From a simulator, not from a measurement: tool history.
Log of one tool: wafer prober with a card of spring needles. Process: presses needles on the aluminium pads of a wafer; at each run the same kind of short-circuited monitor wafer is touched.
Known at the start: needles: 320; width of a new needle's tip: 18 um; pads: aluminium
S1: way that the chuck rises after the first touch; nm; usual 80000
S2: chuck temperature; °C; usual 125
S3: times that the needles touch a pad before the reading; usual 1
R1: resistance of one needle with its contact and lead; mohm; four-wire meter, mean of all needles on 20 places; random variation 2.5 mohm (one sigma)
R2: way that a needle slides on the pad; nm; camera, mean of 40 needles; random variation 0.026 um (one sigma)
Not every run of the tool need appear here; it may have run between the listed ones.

run   hour     S1   S2  S3   R1     R2
  1    0.0  80000  125   1  306  13060
  2   10.5  80000  125   1  340  13060
  3   18.3  80000  125   1  352  13110
  4   30.6  80000  125   1  335  13060
  5   43.5  80000  125   2  294  13050
  6   55.2  80000  125   1  338  13060
  7   64.8  80000  125   1  310  13050
  8   76.1  80000  125   1  343  13070
  9   82.8  80000  125   1  343  13020
 10   92.7  80000  125   1  329  13000
 11   99.9  80000  125   1  339  13010
 12  113.6  80000   39   1  300  13020
 13  125.0  80000   39   1  332  12970
 14  137.9  80000  119   1  331  12940
 15  146.4  80000  119   1  353  12760
 16  156.6  80000  119   1  322  12730
 17  164.0  80000  125   1  345  12780
 18  178.9  80000  125   1  327  12770
 19  193.3  94000  125   1  294  15050
 20  209.1  80000  110   1  345  12710
 21  222.4  65000   28   1  342  10210
 22  232.2  66000   42   1  366  11060
 23  247.2  93000   42   1  307  15470
 24  255.9  80000   59   1  277  13360
 25  266.0  80000  125   3  305  13330
 26  281.6  63000  110   2  316  10490
 27  292.1  66000   41   2  319  10990
 28  306.1  91000  125   2  305  15140
 29  320.4  91000  125   2  292  15150
 30  327.2  91000  125   2  303  15110
 31  340.3  91000  125   2  315  15090
 32  347.4  97000  125   2  295  16070
 33  359.1  89000   47   3  286  14760

Missing from the log above: 18 entries noted between runs. For each, name the pair of listed runs it sits between and say how the tool's hidden condition differs from the listed run just before to the listed run just after:
From run 3 to run 4: tips cleaned on abrasive film (hour 19.9)
  debris on the tips, nm: 120.6 -> 88.7; way that the needles fall short of the set height, um: 1.61 -> 1.69; tips' diameter, um: 18.56 -> 18.59
  measured value less the no-hidden-state value, R1: +60 -> +44 mohm; R2: -270 -> -280 nm
From run 4 to run 5: tips cleaned on abrasive film (hour 41.1)
  debris on the tips, nm: 88.7 -> 31.3; way that the needles fall short of the set height, um: 1.69 -> 1.81; tips' diameter, um: 18.59 -> 18.63
  measured value less the no-hidden-state value, R1: +44 -> +10 mohm; R2: -280 -> -300 nm
From run 6 to run 7: tips cleaned on abrasive film (hour 62.1)
  debris on the tips, nm: 98 -> 38.7; way that the needles fall short of the set height, um: 1.81 -> 1.88; tips' diameter, um: 18.63 -> 18.66
  measured value less the no-hidden-state value, R1: +49 -> +20 mohm; R2: -300 -> -310 nm
From run 9 to run 10: tips cleaned on abrasive film (hour 84.3)
  debris on the tips, nm: 117.5 -> 76.2; way that the needles fall short of the set height, um: 1.88 -> 2; tips' diameter, um: 18.66 -> 18.7
  measured value less the no-hidden-state value, R1: +59 -> +39 mohm; R2: -320 -> -340 nm
From run 11 to run 12: tips cleaned on abrasive film (hour 105.9)
  debris on the tips, nm: 105 -> 70.8; way that the needles fall short of the set height, um: 2 -> 2.1; tips' diameter, um: 18.7 -> 18.74
  measured value less the no-hidden-state value, R1: +53 -> +41 mohm; R2: -330 -> -350 nm
From run 13 to run 14: tips cleaned on abrasive film (hour 127.7)
  debris on the tips, nm: 115.3 -> 85.4; way that the needles fall short of the set height, um: 2.1 -> 2.2; tips' diameter, um: 18.74 -> 18.77
  measured value less the no-hidden-state value, R1: +68 -> +44 mohm; R2: -350 -> -370 nm
From run 14 to run 15: height of the first contact set anew (hour 139.0)
  debris on the tips, nm: 85.4 -> 115.5; way that the needles fall short of the set height, um: 2.2 -> 3.45
  measured value less the no-hidden-state value, R1: +44 -> +63 mohm; R2: -370 -> -580 nm
From run 15 to run 16: tips cleaned on abrasive film (hour 149.0)
  debris on the tips, nm: 115.5 -> 64.6; way that the needles fall short of the set height, um: 3.45 -> 3.57; tips' diameter, um: 18.77 -> 18.81
  measured value less the no-hidden-state value, R1: +63 -> +35 mohm; R2: -580 -> -600 nm
From run 17 to run 18: tips cleaned on abrasive film (hour 170.5)
  debris on the tips, nm: 100 -> 73.2; way that the needles fall short of the set height, um: 3.57 -> 3.65; tips' diameter, um: 18.81 -> 18.84
  measured value less the no-hidden-state value, R1: +54 -> +40 mohm; R2: -600 -> -610 nm
From run 18 to run 19: tips cleaned on abrasive film (hour 191.5)
  debris on the tips, nm: 73.2 -> 26.2; way that the needles fall short of the set height, um: 3.65 -> 3.77; tips' diameter, um: 18.84 -> 18.88
  measured value less the no-hidden-state value, R1: +40 -> +11 mohm; R2: -610 -> -620 nm
From run 20 to run 21: tips cleaned on abrasive film (hour 212.7)
  debris on the tips, nm: 110.2 -> 83.9; way that the needles fall short of the set height, um: 3.77 -> 3.86; tips' diameter, um: 18.88 -> 18.91
  measured value less the no-hidden-state value, R1: +60 -> +78 mohm; R2: -620 -> -650 nm
From run 21 to run 22: height of the first contact set anew, once more (hour 223.6)
  debris on the tips, nm: 83.9 -> 116.4; way that the needles fall short of the set height, um: 3.86 -> 0
  measured value less the no-hidden-state value, R1: +78 -> +93 mohm; R2: -650 -> +0 nm
From run 22 to run 23: tips cleaned on abrasive film (hour 234.1)
  debris on the tips, nm: 116.4 -> 98.5; way that the needles fall short of the set height, um: 0 -> 0.11; tips' diameter, um: 18.91 -> 18.95
  measured value less the no-hidden-state value, R1: +93 -> +44 mohm; R2: +0 -> -20 nm
From run 23 to run 24: tips cleaned on abrasive film (hour 255.2)
  debris on the tips, nm: 98.5 -> 14.4; way that the needles fall short of the set height, um: 0.11 -> 0.18; tips' diameter, um: 18.95 -> 18.97
  measured value less the no-hidden-state value, R1: +44 -> +9 mohm; R2: -20 -> -30 nm
From run 25 to run 26: tips cleaned on abrasive film (hour 276.5)
  debris on the tips, nm: 88 -> 55.2; way that the needles fall short of the set height, um: 0.18 -> 0.28; tips' diameter, um: 18.97 -> 19.01
  measured value less the no-hidden-state value, R1: +16 -> +26 mohm; R2: -30 -> -50 nm
From run 27 to run 28: tips cleaned on abrasive film (hour 298.2)
  debris on the tips, nm: 107.1 -> 75; way that the needles fall short of the set height, um: 0.28 -> 0.37; tips' diameter, um: 19.01 -> 19.04
  measured value less the no-hidden-state value, R1: +51 -> +18 mohm; R2: -40 -> -60 nm
From run 28 to run 29: tips cleaned on abrasive film (hour 320.1)
  debris on the tips, nm: 75 -> 7.3; way that the needles fall short of the set height, um: 0.37 -> 0.49; tips' diameter, um: 19.04 -> 19.08
  measured value less the no-hidden-state value, R1: +18 -> +3 mohm; R2: -60 -> -80 nm
From run 31 to run 32: tips cleaned on abrasive film (hour 341.4)
  debris on the tips, nm: 115.8 -> 57.9; way that the needles fall short of the set height, um: 0.49 -> 0.61; tips' diameter, um: 19.08 -> 19.13
  measured value less the no-hidden-state value, R1: +29 -> +13 mohm; R2: -80 -> -100 nm
